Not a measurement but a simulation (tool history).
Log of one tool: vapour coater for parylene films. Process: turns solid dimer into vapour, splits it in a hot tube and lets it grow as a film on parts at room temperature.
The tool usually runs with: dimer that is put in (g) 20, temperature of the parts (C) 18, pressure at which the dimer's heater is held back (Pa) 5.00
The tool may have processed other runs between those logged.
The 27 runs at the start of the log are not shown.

| run | hour | dimer that is put in (g) | temperature of the parts (C) | pressure at which the dimer's heater is held back (Pa) | thickness of the film (um) |
|---|---|---|---|---|---|
| 28 | 284.1 | 10 | 25 | 5.00 | 1.74 |
| 29 | 291.2 | 10 | 25 | 5.00 | 1.73 |
| 30 | 305.0 | 29 | 15 | 5.52 | 6.47 |
| 31 | 318.1 | 28 | 14 | 5.00 | 6.40 |
| 32 | 325.6 | 28 | 14 | 5.00 | 6.55 |
| 33 | 339.8 | 28 | 14 | 5.00 | 6.50 |
| 34 | 349.2 | 28 | 14 | 5.00 | 6.34 |
| 35 | 364.3 | 12 | 26 | 9.26 | 1.94 |

Consider 4 possible next runs. They are alternatives, not a sequence: every one starts from the tool as it was left by run 35. What does each give?
| A | 374.6 | 33 | 20 | 5.17 | ? |
| B | 374.6 | 12 | 26 | 5.46 | ? |
| C | 374.6 | 29 | 16 | 4.22 | ? |
| D | 374.6 | 17 | 11 | 2.23 | ? |

| run | thickness of the film (um) |
|---|---|
| A | 6.50 |
| B | 2.07 |
| C | 6.57 |
| D | 4.59 |
With the hidden condition removed and each run's random variation left untouched, the same runs would have given:
| run | thickness of the film (um) |
|---|---|
| A | 6.52 |
| B | 2.07 |
| C | 6.59 |
| D | 4.60 |

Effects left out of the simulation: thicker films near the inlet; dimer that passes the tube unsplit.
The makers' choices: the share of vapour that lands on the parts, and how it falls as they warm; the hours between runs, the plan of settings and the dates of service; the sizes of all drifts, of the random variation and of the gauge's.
